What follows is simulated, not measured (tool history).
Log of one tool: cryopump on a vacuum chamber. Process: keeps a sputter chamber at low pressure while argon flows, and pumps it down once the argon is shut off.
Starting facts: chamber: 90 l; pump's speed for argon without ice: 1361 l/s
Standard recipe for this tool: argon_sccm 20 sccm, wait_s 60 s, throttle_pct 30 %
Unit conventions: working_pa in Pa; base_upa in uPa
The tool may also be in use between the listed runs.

run   hour  argon_sccm  wait_s  throttle_pct  working_pa  base_upa
  1      0          20      60            30      0.0842      1.47
  2    9.6          20      60            30      0.0837      1.44
  3   23.4          20      60            30      0.0849      1.45
  4   37.8          20      60            30      0.0844       1.5
  5   51.7          20      60            30      0.0841      1.46
  6   66.7          20      60            30      0.0847      1.52
  7   75.8          20      60            30      0.0848      1.51
  8   88.6          20      60            30      0.0857      1.51
  9   97.3          20      60            20      0.1258       1.5
 10  104.4          11      74            15      0.0925      1.38
 11  118.8          20     107            29      0.0878      1.23
 12  131.2          14      36            29      0.0618       1.9

Measured result minus the same run's result without the hidden state. Both carry the same run-to-run variation, though not necessarily the same gauge scatter:
The tool's hidden condition here consists of: pump's speed, % of a pump's without ice; cold plate's temperature, K; leak into the chamber, uPa l/s; drift of the gauge itself on working_pa, %; drift of the gauge itself on base_upa, %.
run  working_pa  base_upa
  1     +0.0018     +0.65
  2     +0.0018     +0.67
  3     +0.0018     +0.66
  4     +0.0019     +0.67
  5      +0.002     +0.67
  6      +0.002     +0.69
  7     +0.0021     +0.69
  8     +0.0022      +0.7
  9     +0.0021      +0.7
 10     +0.0013     +0.71
 11     +0.0023     +0.69
 12     +0.0017     +0.73

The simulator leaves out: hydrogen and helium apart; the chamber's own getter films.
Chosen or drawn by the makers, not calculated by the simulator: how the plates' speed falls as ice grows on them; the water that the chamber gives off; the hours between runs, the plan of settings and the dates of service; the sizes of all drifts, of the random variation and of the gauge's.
